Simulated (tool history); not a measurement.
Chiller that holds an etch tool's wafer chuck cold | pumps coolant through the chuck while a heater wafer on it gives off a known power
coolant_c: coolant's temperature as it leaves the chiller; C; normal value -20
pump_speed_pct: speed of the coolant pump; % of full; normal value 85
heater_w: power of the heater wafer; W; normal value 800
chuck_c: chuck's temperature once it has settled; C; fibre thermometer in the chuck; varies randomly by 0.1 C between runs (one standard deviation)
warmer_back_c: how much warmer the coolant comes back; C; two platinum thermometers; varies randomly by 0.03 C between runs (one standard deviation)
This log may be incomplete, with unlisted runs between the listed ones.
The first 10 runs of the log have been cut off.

run 11 hour=781.0 | coolant_c=-13 pump_speed_pct=99 heater_w=1048 | chuck_c=-7.4 warmer_back_c=1.90
run 12 hour=848.9 | coolant_c=-13 pump_speed_pct=99 heater_w=1048 | chuck_c=-7.4 warmer_back_c=1.89
run 13 hour=927.1 | coolant_c=-13 pump_speed_pct=99 heater_w=1048 | chuck_c=-7.3 warmer_back_c=1.93
run 14 hour=1007.4 | coolant_c=-13 pump_speed_pct=99 heater_w=1048 | chuck_c=-7.3 warmer_back_c=1.93
run 15 hour=1076.3 | coolant_c=-13 pump_speed_pct=99 heater_w=1048 | chuck_c=-7.1 warmer_back_c=1.94
run 16 hour=1148.4 | coolant_c=-20 pump_speed_pct=85 heater_w=571 | chuck_c=-16.5 warmer_back_c=1.21
run 17 hour=1188.2 | coolant_c=-27 pump_speed_pct=71 heater_w=1188 | chuck_c=-18.6 warmer_back_c=3.15
run 18 hour=1235.7 | coolant_c=-20 pump_speed_pct=88 heater_w=440 | chuck_c=-17.3 warmer_back_c=0.90
run 19 hour=1292.8 | coolant_c=-20 pump_speed_pct=88 heater_w=803 | chuck_c=-15.0 warmer_back_c=1.73
run 20 hour=1385.5 | coolant_c=-16 pump_speed_pct=85 heater_w=800 | chuck_c=-10.9 warmer_back_c=1.73
run 21 hour=1481.0 | coolant_c=-16 pump_speed_pct=99 heater_w=800 | chuck_c=-11.5 warmer_back_c=1.49
run 22 hour=1551.3 | coolant_c=-16 pump_speed_pct=82 heater_w=800 | chuck_c=-10.9 warmer_back_c=1.81
run 23 hour=1622.6 | coolant_c=-16 pump_speed_pct=82 heater_w=800 | chuck_c=-10.9 warmer_back_c=1.77
run 24 hour=1662.5 | coolant_c=-16 pump_speed_pct=73 heater_w=800 | chuck_c=-10.4 warmer_back_c=2.03
run 25 hour=1755.3 | coolant_c=-16 pump_speed_pct=73 heater_w=800 | chuck_c=-10.2 warmer_back_c=2.06
run 26 hour=1826.4 | coolant_c=-12 pump_speed_pct=61 heater_w=800 | chuck_c=-5.4 warmer_back_c=2.40
run 27 hour=1913.0 | coolant_c=-12 pump_speed_pct=61 heater_w=800 | chuck_c=-5.5 warmer_back_c=2.44
run 28 hour=1967.2 | coolant_c=-12 pump_speed_pct=61 heater_w=800 | chuck_c=-5.3 warmer_back_c=2.50
run 29 hour=2054.8 | coolant_c=-16 pump_speed_pct=67 heater_w=800 | chuck_c=-9.8 warmer_back_c=2.22
run 30 hour=2116.2 | coolant_c=-20 pump_speed_pct=85 heater_w=849 | chuck_c=-14.5 warmer_back_c=1.91
run 31 hour=2209.5 | coolant_c=-25 pump_speed_pct=85 heater_w=711 | chuck_c=-20.3 warmer_back_c=1.62

Predict each of these 5 candidate next runs independently; none follows another, all start after run 31:
run A hour=2302.9 | coolant_c=-14 pump_speed_pct=76 heater_w=1127 | chuck_c=? warmer_back_c=?
run B hour=2302.9 | coolant_c=-20 pump_speed_pct=73 heater_w=506 | chuck_c=? warmer_back_c=?
run C hour=2302.9 | coolant_c=-30 pump_speed_pct=60 heater_w=711 | chuck_c=? warmer_back_c=?
run D hour=2302.9 | coolant_c=-25 pump_speed_pct=64 heater_w=1131 | chuck_c=? warmer_back_c=?
run E hour=2302.9 | coolant_c=-20 pump_speed_pct=85 heater_w=881 | chuck_c=? warmer_back_c=?

run=A chuck_c=-6.0 warmer_back_c=2.82
run=B chuck_c=-15.9 warmer_back_c=1.35
run=C chuck_c=-24.0 warmer_back_c=2.26
run=D chuck_c=-15.8 warmer_back_c=3.40
run=E chuck_c=-14.1 warmer_back_c=2.01
Without the tool's unlogged condition, the same runs would have read:
run=A chuck_c=-7.3 warmer_back_c=2.51
run=B chuck_c=-16.7 warmer_back_c=1.20
run=C chuck_c=-25.0 warmer_back_c=2.01
run=D chuck_c=-17.3 warmer_back_c=3.03
run=E chuck_c=-15.2 warmer_back_c=1.80
